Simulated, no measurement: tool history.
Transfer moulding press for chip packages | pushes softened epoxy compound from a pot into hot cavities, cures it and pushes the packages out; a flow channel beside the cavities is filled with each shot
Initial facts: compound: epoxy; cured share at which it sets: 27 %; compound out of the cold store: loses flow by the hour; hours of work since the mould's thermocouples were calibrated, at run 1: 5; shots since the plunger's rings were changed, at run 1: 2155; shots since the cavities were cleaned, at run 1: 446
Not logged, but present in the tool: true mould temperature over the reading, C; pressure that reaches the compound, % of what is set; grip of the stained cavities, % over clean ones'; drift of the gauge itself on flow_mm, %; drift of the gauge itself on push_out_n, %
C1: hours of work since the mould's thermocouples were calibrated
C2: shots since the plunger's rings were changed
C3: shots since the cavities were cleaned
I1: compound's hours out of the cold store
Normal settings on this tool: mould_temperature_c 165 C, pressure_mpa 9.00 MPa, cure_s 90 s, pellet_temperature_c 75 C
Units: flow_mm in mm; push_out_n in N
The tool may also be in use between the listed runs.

run 1 hour=0.0 | mould_temperature_c=165 pressure_mpa=9.00 cure_s=90 pellet_temperature_c=75 | C1=5 C2=2155 C3=446 | I1=9.0 | flow_mm=1025 push_out_n=747
run 2 hour=10.6 | mould_temperature_c=165 pressure_mpa=9.00 cure_s=90 pellet_temperature_c=75 | C1=11 C2=2288 C3=579 | I1=40.3 | flow_mm=935 push_out_n=717
run 3 hour=20.5 | mould_temperature_c=165 pressure_mpa=9.00 cure_s=90 pellet_temperature_c=75 | C1=17 C2=2413 C3=704 | I1=22.5 | flow_mm=980 push_out_n=774
run 4 hour=25.6 | mould_temperature_c=165 pressure_mpa=9.00 cure_s=90 pellet_temperature_c=84 | C1=20 C2=2475 C3=766 | I1=41.5 | flow_mm=927 push_out_n=789
-- hour=31.8 cavities cleaned with cleaning compound and waxed
run 5 hour=33.3 | mould_temperature_c=165 pressure_mpa=9.00 cure_s=90 pellet_temperature_c=84 | C1=24 C2=2553 C3=18 | I1=46.5 | flow_mm=915 push_out_n=499
run 6 hour=44.0 | mould_temperature_c=165 pressure_mpa=9.00 cure_s=90 pellet_temperature_c=84 | C1=30 C2=2688 C3=153 | I1=32.0 | flow_mm=950 push_out_n=590
run 7 hour=48.7 | mould_temperature_c=165 pressure_mpa=9.00 cure_s=90 pellet_temperature_c=84 | C1=32 C2=2747 C3=212 | I1=10.0 | flow_mm=1017 push_out_n=615
run 8 hour=60.1 | mould_temperature_c=165 pressure_mpa=9.00 cure_s=90 pellet_temperature_c=84 | C1=39 C2=2889 C3=354 | I1=36.2 | flow_mm=935 push_out_n=680
run 9 hour=71.3 | mould_temperature_c=165 pressure_mpa=9.29 cure_s=90 pellet_temperature_c=75 | C1=45 C2=3030 C3=495 | I1=40.8 | flow_mm=939 push_out_n=715
run 10 hour=80.2 | mould_temperature_c=165 pressure_mpa=9.00 cure_s=88 pellet_temperature_c=75 | C1=50 C2=3142 C3=607 | I1=38.7 | flow_mm=930 push_out_n=775
run 11 hour=87.4 | mould_temperature_c=165 pressure_mpa=9.00 cure_s=88 pellet_temperature_c=75 | C1=55 C2=3232 C3=697 | I1=19.0 | flow_mm=984 push_out_n=819
run 12 hour=94.5 | mould_temperature_c=165 pressure_mpa=9.00 cure_s=88 pellet_temperature_c=75 | C1=59 C2=3321 C3=786 | I1=41.1 | flow_mm=926 push_out_n=827
-- hour=97.1 mould's thermocouples calibrated
-- hour=101.1 cavities cleaned with cleaning compound and waxed
run 13 hour=107.0 | mould_temperature_c=165 pressure_mpa=9.00 cure_s=88 pellet_temperature_c=75 | C1=5 C2=3434 C3=74 | I1=28.9 | flow_mm=952 push_out_n=577
run 14 hour=114.3 | mould_temperature_c=165 pressure_mpa=9.00 cure_s=90 pellet_temperature_c=75 | C1=9 C2=3525 C3=165 | I1=8.5 | flow_mm=1011 push_out_n=619
run 15 hour=125.0 | mould_temperature_c=157 pressure_mpa=7.13 cure_s=90 pellet_temperature_c=75 | C1=15 C2=3660 C3=300 | I1=42.9 | flow_mm=847 push_out_n=997
run 16 hour=132.2 | mould_temperature_c=170 pressure_mpa=7.13 cure_s=90 pellet_temperature_c=75 | C1=19 C2=3750 C3=390 | I1=15.7 | flow_mm=865 push_out_n=613
run 17 hour=143.1 | mould_temperature_c=170 pressure_mpa=7.13 cure_s=90 pellet_temperature_c=75 | C1=26 C2=3886 C3=526 | I1=31.4 | flow_mm=822 push_out_n=645
run 18 hour=152.9 | mould_temperature_c=171 pressure_mpa=7.13 cure_s=90 pellet_temperature_c=74 | C1=31 C2=4010 C3=650 | I1=18.2 | flow_mm=854 push_out_n=677
-- hour=155.4 mould's thermocouples calibrated, once more
run 19 hour=163.2 | mould_temperature_c=171 pressure_mpa=7.41 cure_s=90 pellet_temperature_c=85 | C1=4 C2=4114 C3=754 | I1=27.7 | flow_mm=847 push_out_n=718
-- hour=167.2 plunger's sealing rings changed
-- hour=172.9 cavities cleaned with cleaning compound and waxed
run 20 hour=177.7 | mould_temperature_c=169 pressure_mpa=7.41 cure_s=79 pellet_temperature_c=78 | C1=11 C2=114 C3=61 | I1=45.3 | flow_mm=836 push_out_n=525
run 21 hour=185.2 | mould_temperature_c=169 pressure_mpa=7.41 cure_s=79 pellet_temperature_c=78 | C1=15 C2=208 C3=155 | I1=22.6 | flow_mm=886 push_out_n=617
run 22 hour=193.0 | mould_temperature_c=165 pressure_mpa=9.00 cure_s=90 pellet_temperature_c=82 | C1=19 C2=306 C3=253 | I1=45.4 | flow_mm=933 push_out_n=632
run 23 hour=203.9 | mould_temperature_c=165 pressure_mpa=10.16 cure_s=90 pellet_temperature_c=78 | C1=26 C2=442 C3=389 | I1=11.5 | flow_mm=1093 push_out_n=715
run 24 hour=212.4 | mould_temperature_c=165 pressure_mpa=10.16 cure_s=90 pellet_temperature_c=78 | C1=30 C2=548 C3=495 | I1=16.5 | flow_mm=1081 push_out_n=735
run 25 hour=222.4 | mould_temperature_c=161 pressure_mpa=9.98 cure_s=90 pellet_temperature_c=82 | C1=36 C2=673 C3=620 | I1=20.5 | flow_mm=1066 push_out_n=917
run 26 hour=230.8 | mould_temperature_c=160 pressure_mpa=9.00 cure_s=90 pellet_temperature_c=77 | C1=41 C2=779 C3=726 | I1=38.3 | flow_mm=967 push_out_n=1009
-- hour=240.7 cavities cleaned with cleaning compound and waxed
run 27 hour=242.5 | mould_temperature_c=160 pressure_mpa=9.00 cure_s=90 pellet_temperature_c=77 | C1=47 C2=907 C3=23 | I1=22.0 | flow_mm=1020 push_out_n=691
run 28 hour=253.9 | mould_temperature_c=160 pressure_mpa=8.65 cure_s=90 pellet_temperature_c=76 | C1=53 C2=1049 C3=165 | I1=30.2 | flow_mm=972 push_out_n=796

3 ways to go on from here, each from the tool as it stands after run 28. What would each give?
run A hour=263.5 | mould_temperature_c=168 pressure_mpa=8.65 cure_s=127 pellet_temperature_c=76 | C1=59 C2=1171 C3=287 | I1=29.5 | flow_mm=? push_out_n=?
run B hour=263.5 | mould_temperature_c=160 pressure_mpa=10.87 cure_s=90 pellet_temperature_c=76 | C1=59 C2=1171 C3=287 | I1=23.2 | flow_mm=? push_out_n=?
run C hour=263.5 | mould_temperature_c=162 pressure_mpa=7.63 cure_s=130 pellet_temperature_c=76 | C1=59 C2=1171 C3=287 | I1=25.2 | flow_mm=? push_out_n=?

run=A flow_mm=938 push_out_n=563
run=B flow_mm=1111 push_out_n=895
run=C flow_mm=916 push_out_n=570
With the hidden condition removed and each run's random variation left untouched, the same runs would have given:
run=A flow_mm=946 push_out_n=437
run=B flow_mm=1120 push_out_n=697
run=C flow_mm=924 push_out_n=442
